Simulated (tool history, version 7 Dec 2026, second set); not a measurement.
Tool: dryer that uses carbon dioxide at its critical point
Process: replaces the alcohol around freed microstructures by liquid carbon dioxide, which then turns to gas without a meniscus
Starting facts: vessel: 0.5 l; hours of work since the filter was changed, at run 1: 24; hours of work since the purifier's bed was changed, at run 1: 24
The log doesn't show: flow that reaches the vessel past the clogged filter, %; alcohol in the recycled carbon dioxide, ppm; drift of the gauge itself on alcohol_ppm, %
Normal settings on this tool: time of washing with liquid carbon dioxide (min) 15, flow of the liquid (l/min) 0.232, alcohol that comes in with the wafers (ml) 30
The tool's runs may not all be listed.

run	day	time of washing with liquid carbon dioxide (min)	flow of the liquid (l/min)	alcohol that comes in with the wafers (ml)	hours of work since the filter was changed	hours of work since the purifier's bed was changed	alcohol left in the vessel before it's heated (ppm by volume)
1	0	15	0.232	30	24	24	137
2	2.817	15	0.232	30	60	60	137
3	5.6	15	0.232	30	96	96	151
4	7.583	15	0.232	30	122	122	156
5	9.792	15	0.232	30	150	150	165
6	11.521	15	0.377	30	172	172	28
7	12.958	15	0.377	30	191	191	29
8	15.204	15	0.377	30	220	220	33
9	17.808	15	0.377	30	254	254	35
10	19.271	15	0.232	30	272	272	193
11	20.946	15	0.232	30	294	294	197
12	22.321	15	0.232	30	312	312	197
13	24.883	15	0.232	62	345	345	385
14	26.488	15	0.232	62	366	366	393
15	28.604	15	0.232	118	393	393	742
16	29.829	11	0.232	30	409	409	870
17	31.875	11	0.232	30	435	435	884
18	33.371	11	0.232	30	455	455	906
19	35.833	12	0.207	26	486	486	901
# day 36.454: inlet filter changed
20	37.808	15	0.232	25	17	511	155
21	39.879	15	0.232	25	44	538	165
22	41.658	24	0.18	39	67	561	101
23	44.121	24	0.18	39	99	593	109
24	45.404	12	0.217	55	116	609	1230
25	46.783	12	0.217	55	133	627	1243
26	48.417	12	0.217	55	154	648	1270
27	51.183	9	0.264	110	190	684	3890
28	53.454	12	0.361	110	219	713	227
29	56.2	12	0.361	110	255	749	229

Consider 4 possible next runs. They are alternatives, not a sequence: every one starts from the tool as it was left by run 29. What does each give?
A	57.646	15	0.232	91	274	767	?
B	57.646	12	0.203	30	274	767	?
C	57.646	15	0.37	30	274	767	?
D	57.646	15	0.178	57	274	767	?

run	alcohol left in the vessel before it's heated (ppm by volume)
A	555
B	1038
C	86
D	1221
Stripped of hidden state, with their random variation kept, the same runs would have yielded:
run	alcohol left in the vessel before it's heated (ppm by volume)
A	370
B	803
C	8
D	940

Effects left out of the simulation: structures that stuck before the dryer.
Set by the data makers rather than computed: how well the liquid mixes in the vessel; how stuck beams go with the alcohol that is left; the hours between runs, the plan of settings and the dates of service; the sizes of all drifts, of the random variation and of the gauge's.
